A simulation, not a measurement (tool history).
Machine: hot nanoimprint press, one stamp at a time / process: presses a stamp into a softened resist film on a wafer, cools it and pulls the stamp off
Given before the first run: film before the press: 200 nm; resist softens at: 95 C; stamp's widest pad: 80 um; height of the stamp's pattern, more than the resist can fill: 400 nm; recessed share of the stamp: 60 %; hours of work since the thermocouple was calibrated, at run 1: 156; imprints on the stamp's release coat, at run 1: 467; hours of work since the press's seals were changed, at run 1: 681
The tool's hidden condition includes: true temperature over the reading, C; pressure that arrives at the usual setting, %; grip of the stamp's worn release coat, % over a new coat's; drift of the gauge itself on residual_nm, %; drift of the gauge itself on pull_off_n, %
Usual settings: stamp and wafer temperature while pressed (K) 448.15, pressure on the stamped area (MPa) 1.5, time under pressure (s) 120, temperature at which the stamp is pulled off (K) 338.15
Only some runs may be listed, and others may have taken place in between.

| run | hour | stamp and wafer temperature while pressed (K) | pressure on the stamped area (MPa) | time under pressure (s) | temperature at which the stamp is pulled off (K) | hours of work since the thermocouple was calibrated | imprints on the stamp's release coat | hours of work since the press's seals were changed | resist left under the stamp's widest pad (nm) | greatest force while the stamp is pulled off (N) |
|---|---|---|---|---|---|---|---|---|---|---|
| 1 | 0 | 448.15 | 1.5 | 120 | 338.15 | 156 | 467 | 681 | 101.8 | 199 |
| 2 | 72.5 | 448.15 | 1.5 | 120 | 338.15 | 193 | 618 | 718 | 101.5 | 206 |
| 3 | 116.2 | 448.15 | 1.5 | 120 | 343.15 | 215 | 709 | 740 | 102 | 186 |
|  | 126.5 | stamp cleaned and given a new release coat |
| 4 | 174 | 448.15 | 1.5 | 120 | 343.15 | 242 | 99 | 767 | 102 | 187 |
| 5 | 206.1 | 448.15 | 1.5 | 120 | 336.15 | 258 | 166 | 783 | 101.9 | 210 |
| 6 | 254.2 | 448.15 | 1.5 | 120 | 325.15 | 283 | 266 | 808 | 102 | 250 |
| 7 | 323.7 | 457.15 | 1.6 | 121 | 340.15 | 319 | 411 | 844 | 68.2 | 194 |
| 8 | 354.9 | 453.15 | 1.03 | 71 | 340.15 | 335 | 476 | 860 | 118.8 | 194 |
| 9 | 402.3 | 448.15 | 1.5 | 213 | 343.15 | 359 | 575 | 884 | 84 | 188 |
|  | 446.3 | plate thermocouple calibrated |
|  | 480.3 | stamp cleaned and given a new release coat |
| 10 | 480.3 | 448.15 | 1.5 | 213 | 343.15 | 14 | 0 | 920 | 83.3 | 184 |
| 11 | 530.5 | 448.15 | 1.5 | 213 | 326.15 | 40 | 105 | 946 | 83.8 | 242 |
| 12 | 566.5 | 448.15 | 1.5 | 213 | 326.15 | 59 | 180 | 964 | 83.9 | 244 |

Pick out some run-to-run changes in resist left under the stamp's widest pad (nm). Of each, how much would a tool without hidden state show as well, from the settings, what came in and chance, and how much is left for the hidden state and any gauge scatter not in both results compared?
Run 7 -> 8: stamp and wafer temperature while pressed (K) 457.15 -> 453.15, pressure on the stamped area (MPa) 1.6 -> 1.03, time under pressure (s) 121 -> 71. resist left under the stamp's widest pad (nm) +50.6: hidden state +0.4, all else +50.2.

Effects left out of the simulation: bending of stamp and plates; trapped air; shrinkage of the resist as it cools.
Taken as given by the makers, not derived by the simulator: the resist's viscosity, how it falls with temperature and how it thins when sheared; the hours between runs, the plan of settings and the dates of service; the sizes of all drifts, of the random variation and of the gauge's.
